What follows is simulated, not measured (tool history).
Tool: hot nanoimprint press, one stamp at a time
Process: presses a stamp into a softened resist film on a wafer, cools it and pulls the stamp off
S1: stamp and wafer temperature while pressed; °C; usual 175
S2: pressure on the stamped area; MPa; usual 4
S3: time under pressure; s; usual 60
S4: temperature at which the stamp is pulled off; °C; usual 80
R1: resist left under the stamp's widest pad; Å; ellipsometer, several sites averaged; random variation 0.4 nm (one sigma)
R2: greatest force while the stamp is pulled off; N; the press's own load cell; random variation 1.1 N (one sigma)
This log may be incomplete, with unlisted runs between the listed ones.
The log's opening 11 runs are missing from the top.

Run 12, day 3.817: usual settings but S1 181 °C. Result: R1 1351 Å, R2 205 N.
Run 13, day 4.075: usual settings. Result: R1 1670 Å, R2 204 N.
Run 14, day 4.275: usual settings. Result: R1 1684 Å, R2 207 N.
Run 15, day 4.638: usual settings. Result: R1 1680 Å, R2 205 N.
Run 16, day 5.075: usual settings. Result: R1 1682 Å, R2 205 N.
Run 17, day 5.458: usual settings but S1 169 °C, S2 3.42 MPa, S3 35 s, S4 70 °C. Result: R1 2518 Å, R2 238 N.
Run 18, day 5.892: usual settings but S2 5.97 MPa, S3 42 s. Result: R1 1579 Å, R2 208 N.
At day 6.321: plate thermocouple calibrated.
Run 19, day 6.425: usual settings but S2 5.97 MPa, S3 120 s. Result: R1 1029 Å, R2 208 N.
Run 20, day 6.712: usual settings but S2 5.97 MPa, S3 120 s. Result: R1 1026 Å, R2 208 N.
Run 21, day 6.962: usual settings but S2 2.66 MPa, S3 103 s. Result: R1 1642 Å, R2 210 N.
Run 22, day 7.221: usual settings but S2 2.66 MPa, S3 103 s. Result: R1 1637 Å, R2 210 N.
Run 23, day 7.479: usual settings but S2 2.66 MPa, S3 103 s. Result: R1 1633 Å, R2 211 N.
Run 24, day 7.696: usual settings but S2 2.66 MPa, S3 103 s. Result: R1 1638 Å, R2 211 N.
Run 25, day 8.117: usual settings but S1 164 °C, S2 5.59 MPa, S3 36 s, S4 66 °C. Result: R1 2440 Å, R2 256 N.
Run 26, day 8.329: usual settings but S2 4.05 MPa, S3 42 s. Result: R1 1849 Å, R2 215 N.
Run 27, day 8.675: usual settings but S3 105 s, S4 72 °C. Result: R1 1336 Å, R2 236 N.
Run 28, day 9.008: usual settings but S1 185 °C, S2 5.37 MPa, S3 75 s, S4 72 °C. Result: R1 907 Å, R2 238 N.
Run 29, day 9.429: usual settings but S1 185 °C, S2 5.37 MPa, S3 62 s, S4 72 °C. Result: R1 982 Å, R2 237 N.
Run 30, day 9.742: usual settings but S2 5.89 MPa, S3 48 s. Result: R1 1491 Å, R2 218 N.

4 ways to go on from here, each from the tool as it stands after run 30. What would each give?
Run A, day 10.1: usual settings but S1 174 °C, S2 4.1 MPa, S3 48 s. Result: R1 ?, R2 ?.
Run B, day 10.1: usual settings but S2 5.89 MPa, S3 49 s. Result: R1 ?, R2 ?.
Run C, day 10.1: usual settings but S1 185 °C, S2 5.89 MPa, S3 48 s. Result: R1 ?, R2 ?.
Run D, day 10.1: usual settings but S3 95 s. Result: R1 ?, R2 ?.

run    R1   R2
  A  1819  215
  B  1487  216
  C  1033  217
  D  1389  217
Take away the tool's hidden state, keep each run's random variation, and the runs would have read:
run    R1   R2
  A  1777  193
  B  1445  194
  C  1004  195
  D  1353  195

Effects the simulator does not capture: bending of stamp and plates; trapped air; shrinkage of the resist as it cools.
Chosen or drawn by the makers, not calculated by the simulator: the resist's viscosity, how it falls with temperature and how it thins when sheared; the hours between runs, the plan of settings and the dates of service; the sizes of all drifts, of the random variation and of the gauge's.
